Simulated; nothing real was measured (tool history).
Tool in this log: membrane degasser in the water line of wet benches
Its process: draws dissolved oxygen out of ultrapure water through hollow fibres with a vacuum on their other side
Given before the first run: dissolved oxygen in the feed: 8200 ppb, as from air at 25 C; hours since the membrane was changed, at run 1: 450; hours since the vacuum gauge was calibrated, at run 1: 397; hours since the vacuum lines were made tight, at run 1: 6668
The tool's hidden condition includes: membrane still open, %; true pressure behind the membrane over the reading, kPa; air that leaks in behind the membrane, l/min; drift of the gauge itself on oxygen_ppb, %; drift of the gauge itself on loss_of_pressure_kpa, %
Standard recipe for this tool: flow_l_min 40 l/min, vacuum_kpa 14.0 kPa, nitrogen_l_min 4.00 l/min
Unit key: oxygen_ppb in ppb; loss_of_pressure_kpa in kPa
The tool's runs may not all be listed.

run	day	flow_l_min	vacuum_kpa	nitrogen_l_min	hours since the membrane was changed	hours since the vacuum gauge was calibrated	hours since the vacuum lines were made tight	oxygen_ppb	loss_of_pressure_kpa
1	0.000	40	14.0	4.00	450	397	6668	483.1	59.89
2	8.904	40	14.0	3.57	663	611	6882	514.9	59.96
3	13.217	40	14.0	3.57	767	714	6985	517.2	60.31
4	22.875	40	14.0	4.00	999	946	7217	488.5	60.34
5	29.575	40	18.5	4.00	1160	1107	7378	593.3	60.40
6	35.500	40	14.0	4.00	1302	1249	7520	500.4	60.40
7	40.008	40	14.0	7.30	1410	1357	7628	391.7	60.59
8	44.442	40	14.0	4.00	1516	1464	7735	497.5	60.61
9	51.608	40	14.0	4.00	1688	1636	7907	502.6	60.70
10	57.021	40	14.0	4.00	1818	1766	8037	499.9	60.39
11	64.512	40	14.0	4.00	1998	1945	8216	500.8	60.61
12	68.942	40	14.0	4.00	2104	2052	8323	502.1	61.28
# day 69.550: vacuum gauge calibrated
13	77.438	45	14.0	4.00	2308	189	8526	598.7	68.30
14	83.779	40	14.0	2.77	2460	341	8678	583.6	60.60
15	92.562	40	14.0	2.77	2671	552	8889	593.0	60.80
16	100.775	40	14.0	4.00	2868	749	9086	509.2	60.77
17	105.575	25	21.8	5.75	2983	865	9201	258.2	38.10
18	111.154	47	12.8	6.54	3117	998	9335	548.3	71.73
# day 116.992: vacuum gauge calibrated, once more
19	117.150	34	12.8	2.39	3260	4	9479	475.7	51.79
20	123.212	34	9.2	7.65	3406	149	9624	237.6	51.95
# day 128.483: seals of the vacuum lines changed
21	131.329	54	15.0	1.66	3599	342	68	1185.5	82.81
22	139.325	54	17.8	5.25	3791	534	260	834.9	82.89
23	144.171	54	17.8	5.25	3907	650	377	830.5	82.46
24	153.712	54	17.8	5.25	4136	879	606	827.5	82.58
25	164.167	40	14.0	3.12	4387	1130	856	565.2	61.50
26	172.967	40	14.0	3.12	4598	1341	1068	568.6	61.36
27	179.367	34	14.6	2.93	4752	1495	1221	471.8	52.45
28	189.071	34	14.6	2.93	4984	1728	1454	476.3	52.23
29	198.542	58	11.4	7.43	5212	1955	1681	752.5	89.94
30	203.283	53	14.1	7.43	5326	2069	1795	674.4	81.43
31	212.800	53	14.1	7.43	5554	2297	2024	679.9	82.31
32	221.046	53	14.1	7.43	5752	2495	2222	685.2	81.77

What if the next run were any one of these 3? Each begins from the tool's condition after run 32:
A	227.517	57	18.4	4.00	5907	2651	2377	?	?
B	227.517	40	14.0	3.85	5907	2651	2377	?	?
C	227.517	29	14.1	1.92	5907	2651	2377	?	?

run	oxygen_ppb	loss_of_pressure_kpa
A	1027.5	88.16
B	525.5	61.93
C	479.5	44.92
With no hidden state in the tool, these same runs would have given:
run	oxygen_ppb	loss_of_pressure_kpa
A	976.0	85.33
B	492.3	59.93
C	457.7	43.47
